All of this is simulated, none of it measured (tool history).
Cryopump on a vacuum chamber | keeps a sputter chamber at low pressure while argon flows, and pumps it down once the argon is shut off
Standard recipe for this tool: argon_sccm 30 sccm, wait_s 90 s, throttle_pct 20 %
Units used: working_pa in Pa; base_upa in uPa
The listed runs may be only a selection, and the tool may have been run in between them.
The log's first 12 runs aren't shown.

| run | hour | argon_sccm | wait_s | throttle_pct | hours of work since the pump was warmed up and emptied | hours of work since the cold head was overhauled | hours of work since the chamber's fittings were tightened | working_pa | base_upa |
|---|---|---|---|---|---|---|---|---|---|
| 13 | 186.7 | 47 | 90 | 20 | 520 | 520 | 454 | 0.2368 | 0.95 |
| 14 | 198.6 | 30 | 90 | 20 | 528 | 528 | 462 | 0.1516 | 0.91 |
| 15 | 213.4 | 30 | 90 | 20 | 537 | 537 | 472 | 0.1514 | 0.96 |
| 16 | 239.5 | 30 | 90 | 20 | 554 | 554 | 489 | 0.1505 | 0.99 |
| 17 | 260.6 | 30 | 90 | 20 | 568 | 568 | 502 | 0.1519 | 0.93 |
| 18 | 271.3 | 30 | 72 | 25 | 575 | 575 | 509 | 0.1223 | 1.04 |
| 19 | 292.2 | 30 | 161 | 21 | 589 | 589 | 523 | 0.1434 | 0.89 |
| 20 | 312.7 | 15 | 168 | 20 | 602 | 602 | 536 | 0.0759 | 0.86 |
| 21 | 331.1 | 15 | 168 | 20 | 614 | 614 | 548 | 0.0760 | 0.94 |
| 22 | 356.1 | 39 | 116 | 18 | 630 | 630 | 564 | 0.2189 | 1.06 |
| 23 | 373.5 | 31 | 90 | 17 | 641 | 641 | 576 | 0.1839 | 1.08 |
| 24 | 396.4 | 29 | 90 | 32 | 656 | 656 | 591 | 0.0934 | 1.07 |
| 25 | 411.7 | 29 | 90 | 32 | 666 | 666 | 601 | 0.0932 | 1.13 |
| 26 | 431.8 | 43 | 90 | 22 | 679 | 679 | 614 | 0.1995 | 1.13 |
| 27 | 450.1 | 43 | 90 | 22 | 691 | 691 | 626 | 0.1996 | 1.09 |
| 28 | 475.8 | 43 | 90 | 22 | 708 | 708 | 642 | 0.1989 | 1.16 |
| 29 | 495.8 | 32 | 28 | 34 | 721 | 721 | 655 | 0.0975 | 1.66 |
| 30 | 516.5 | 17 | 90 | 20 | 735 | 735 | 669 | 0.0861 | 1.17 |
| 31 | 539.2 | 23 | 118 | 26 | 749 | 749 | 684 | 0.0901 | 1.15 |
| 32 | 551.5 | 51 | 55 | 24 | 757 | 757 | 692 | 0.2171 | 1.34 |
| 33 | 573.3 | 40 | 123 | 23 | 772 | 772 | 706 | 0.1771 | 1.18 |

Consider 3 possible next runs. They are alternatives, not a sequence: every one starts from the tool as it was left by run 33. What does each give?
| A | 594.5 | 39 | 114 | 20 | 785 | 785 | 720 | ? | ? |
| B | 594.5 | 51 | 242 | 21 | 785 | 785 | 720 | ? | ? |
| C | 594.5 | 40 | 24 | 23 | 785 | 785 | 720 | ? | ? |

| run | working_pa | base_upa |
|---|---|---|
| A | 0.1984 | 1.22 |
| B | 0.2476 | 1.12 |
| C | 0.1776 | 1.85 |
Stripped of hidden state, with their random variation kept, the same runs would have yielded:
| run | working_pa | base_upa |
|---|---|---|
| A | 0.1934 | 0.35 |
| B | 0.2410 | 0.28 |
| C | 0.1725 | 0.99 |

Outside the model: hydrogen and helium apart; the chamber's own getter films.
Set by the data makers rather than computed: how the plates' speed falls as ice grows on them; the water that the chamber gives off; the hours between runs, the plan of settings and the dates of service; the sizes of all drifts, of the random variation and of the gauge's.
